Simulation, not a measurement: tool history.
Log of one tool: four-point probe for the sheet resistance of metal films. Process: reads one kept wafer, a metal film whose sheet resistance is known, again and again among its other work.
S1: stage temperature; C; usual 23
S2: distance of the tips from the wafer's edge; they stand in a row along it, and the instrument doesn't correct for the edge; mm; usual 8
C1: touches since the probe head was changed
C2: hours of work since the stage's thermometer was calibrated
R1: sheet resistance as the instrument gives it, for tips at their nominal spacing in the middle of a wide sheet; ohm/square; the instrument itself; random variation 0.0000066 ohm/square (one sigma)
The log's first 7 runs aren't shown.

| run | day | S1 | S2 | C1 | C2 | R1 |
|---|---|---|---|---|---|---|
| 8 | 26.458 | 22 | 8 | 28639 | 1476 | 0.03329 |
| 9 | 31.188 | 22 | 8 | 30181 | 1532 | 0.033297 |
| 10 | 36.267 | 22 | 8 | 31837 | 1592 | 0.033307 |
| 11 | 40.596 | 22 | 8 | 33248 | 1644 | 0.033298 |
| 12 | 43.988 | 20 | 8 | 34354 | 1684 | 0.033275 |
| 13 | 48.388 | 20 | 8 | 35788 | 1736 | 0.033269 |
| 14 | 52.062 | 20 | 8 | 36987 | 1779 | 0.033277 |
| 15 | 57.45 | 20 | 8 | 38744 | 1843 | 0.033273 |
| 16 | 60.204 | 20 | 8 | 39642 | 1876 | 0.03326 |
| 17 | 65.042 | 23 | 8 | 41219 | 1933 | 0.033311 |
| 18 | 69.479 | 23 | 8 | 42666 | 1985 | 0.033299 |
| 19 | 72.229 | 23 | 8 | 43563 | 2018 | 0.033312 |
| 20 | 77.267 | 23 | 17 | 45205 | 2078 | 0.03296 |
| 21 | 79.546 | 32 | 8 | 45948 | 2105 | 0.03344 |
| 22 | 82.242 | 32 | 8 | 46827 | 2136 | 0.03344 |
| 23 | 85.538 | 32 | 8 | 47901 | 2175 | 0.033434 |
| 24 | 87.771 | 32 | 8 | 48631 | 2202 | 0.033434 |
| 25 | 91.904 | 32 | 8 | 49978 | 2251 | 0.03344 |
| 26 | 95.833 | 31 | 6 | 51260 | 2297 | 0.033749 |
| 27 | 100.967 | 27 | 70 | 52933 | 2358 | 0.032939 |
| 28 | 104.7 | 28 | 53 | 54150 | 2402 | 0.032947 |

The next listed run, before its measurement:
| 29 | 108.671 | 35 | 8 | 55445 | 2449 | ? |

Run 29 gave R1 0.033479 ohm/square.
Without the tool's hidden state the same run would have given R1 0.033415 ohm/square.
